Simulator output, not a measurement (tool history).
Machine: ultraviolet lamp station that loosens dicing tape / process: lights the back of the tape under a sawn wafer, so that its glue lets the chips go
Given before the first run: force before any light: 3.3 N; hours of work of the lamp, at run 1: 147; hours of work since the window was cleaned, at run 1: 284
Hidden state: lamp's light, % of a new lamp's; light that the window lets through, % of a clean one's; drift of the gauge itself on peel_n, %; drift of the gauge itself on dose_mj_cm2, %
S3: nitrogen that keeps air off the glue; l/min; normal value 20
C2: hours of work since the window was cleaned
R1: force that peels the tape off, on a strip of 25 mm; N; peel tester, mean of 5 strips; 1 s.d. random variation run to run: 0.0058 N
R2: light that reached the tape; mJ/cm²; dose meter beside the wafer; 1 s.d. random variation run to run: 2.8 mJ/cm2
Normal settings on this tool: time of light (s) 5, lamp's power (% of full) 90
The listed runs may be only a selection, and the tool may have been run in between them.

run 1 day=0 | time_of_light_(s)=5 lamp's_power_(%_of_full)=90 S3=20 | hours_of_work_of_the_lamp=147 C2=284 | R1=0.131 R2=402
run 2 day=1.092 | time_of_light_(s)=5 lamp's_power_(%_of_full)=90 S3=20 | hours_of_work_of_the_lamp=158 C2=294 | R1=0.142 R2=404
run 3 day=2.508 | time_of_light_(s)=5 lamp's_power_(%_of_full)=90 S3=20 | hours_of_work_of_the_lamp=172 C2=308 | R1=0.143 R2=401
run 4 day=4.871 | time_of_light_(s)=7 lamp's_power_(%_of_full)=90 S3=20 | hours_of_work_of_the_lamp=195 C2=332 | R1=0.126 R2=567
run 5 day=7.146 | time_of_light_(s)=7 lamp's_power_(%_of_full)=90 S3=20 | hours_of_work_of_the_lamp=217 C2=354 | R1=0.131 R2=567
run 6 day=8.538 | time_of_light_(s)=5 lamp's_power_(%_of_full)=90 S3=29 | hours_of_work_of_the_lamp=231 C2=368 | R1=0.135 R2=397
run 7 day=10.067 | time_of_light_(s)=5 lamp's_power_(%_of_full)=90 S3=29 | hours_of_work_of_the_lamp=246 C2=383 | R1=0.129 R2=403
-- day=11.121 window cleaned of glue's vapour
run 8 day=12.154 | time_of_light_(s)=5 lamp's_power_(%_of_full)=90 S3=20 | hours_of_work_of_the_lamp=267 C2=10 | R1=0.145 R2=404
run 9 day=13.642 | time_of_light_(s)=5 lamp's_power_(%_of_full)=90 S3=20 | hours_of_work_of_the_lamp=281 C2=25 | R1=0.143 R2=399
run 10 day=14.996 | time_of_light_(s)=5 lamp's_power_(%_of_full)=90 S3=20 | hours_of_work_of_the_lamp=295 C2=38 | R1=0.146 R2=400
run 11 day=16.012 | time_of_light_(s)=5 lamp's_power_(%_of_full)=90 S3=20 | hours_of_work_of_the_lamp=305 C2=48 | R1=0.142 R2=404
run 12 day=17.917 | time_of_light_(s)=5 lamp's_power_(%_of_full)=90 S3=9 | hours_of_work_of_the_lamp=323 C2=67 | R1=0.218 R2=404
run 13 day=20.133 | time_of_light_(s)=2 lamp's_power_(%_of_full)=64 S3=22 | hours_of_work_of_the_lamp=345 C2=89 | R1=0.893 R2=113
run 14 day=21.712 | time_of_light_(s)=2 lamp's_power_(%_of_full)=64 S3=22 | hours_of_work_of_the_lamp=361 C2=105 | R1=0.934 R2=117
run 15 day=23.346 | time_of_light_(s)=5 lamp's_power_(%_of_full)=84 S3=20 | hours_of_work_of_the_lamp=377 C2=121 | R1=0.154 R2=375
run 16 day=24.933 | time_of_light_(s)=2 lamp's_power_(%_of_full)=74 S3=28 | hours_of_work_of_the_lamp=393 C2=136 | R1=0.666 R2=134
run 17 day=26.125 | time_of_light_(s)=2 lamp's_power_(%_of_full)=74 S3=28 | hours_of_work_of_the_lamp=404 C2=148 | R1=0.66 R2=133
run 18 day=27.95 | time_of_light_(s)=2 lamp's_power_(%_of_full)=98 S3=11 | hours_of_work_of_the_lamp=422 C2=166 | R1=0.708 R2=174
run 19 day=29.588 | time_of_light_(s)=4 lamp's_power_(%_of_full)=79 S3=6 | hours_of_work_of_the_lamp=439 C2=182 | R1=0.477 R2=285
run 20 day=30.883 | time_of_light_(s)=3 lamp's_power_(%_of_full)=62 S3=39 | hours_of_work_of_the_lamp=451 C2=195 | R1=0.391 R2=165
run 21 day=31.996 | time_of_light_(s)=6 lamp's_power_(%_of_full)=62 S3=13 | hours_of_work_of_the_lamp=462 C2=206 | R1=0.225 R2=327
run 22 day=34.167 | time_of_light_(s)=6 lamp's_power_(%_of_full)=74 S3=12 | hours_of_work_of_the_lamp=484 C2=227 | R1=0.182 R2=398
run 23 day=36.129 | time_of_light_(s)=6 lamp's_power_(%_of_full)=74 S3=12 | hours_of_work_of_the_lamp=503 C2=247 | R1=0.184 R2=401
run 24 day=37.567 | time_of_light_(s)=2 lamp's_power_(%_of_full)=90 S3=7 | hours_of_work_of_the_lamp=517 C2=261 | R1=0.998 R2=161

3 options for the next run, each taken on its own from the tool as it stands now. Forecast them:
run A day=39.767 | time_of_light_(s)=5 lamp's_power_(%_of_full)=90 S3=12 | hours_of_work_of_the_lamp=539 C2=283 | R1=? R2=?
run B day=39.767 | time_of_light_(s)=3 lamp's_power_(%_of_full)=72 S3=7 | hours_of_work_of_the_lamp=539 C2=283 | R1=? R2=?
run C day=39.767 | time_of_light_(s)=3 lamp's_power_(%_of_full)=90 S3=7 | hours_of_work_of_the_lamp=539 C2=283 | R1=? R2=?

run=A R1=0.182 R2=398
run=B R1=0.792 R2=194
run=C R1=0.568 R2=242
Without the tool's unlogged condition, the same runs would have read:
run=A R1=0.182 R2=398
run=B R1=0.791 R2=194
run=C R1=0.567 R2=243

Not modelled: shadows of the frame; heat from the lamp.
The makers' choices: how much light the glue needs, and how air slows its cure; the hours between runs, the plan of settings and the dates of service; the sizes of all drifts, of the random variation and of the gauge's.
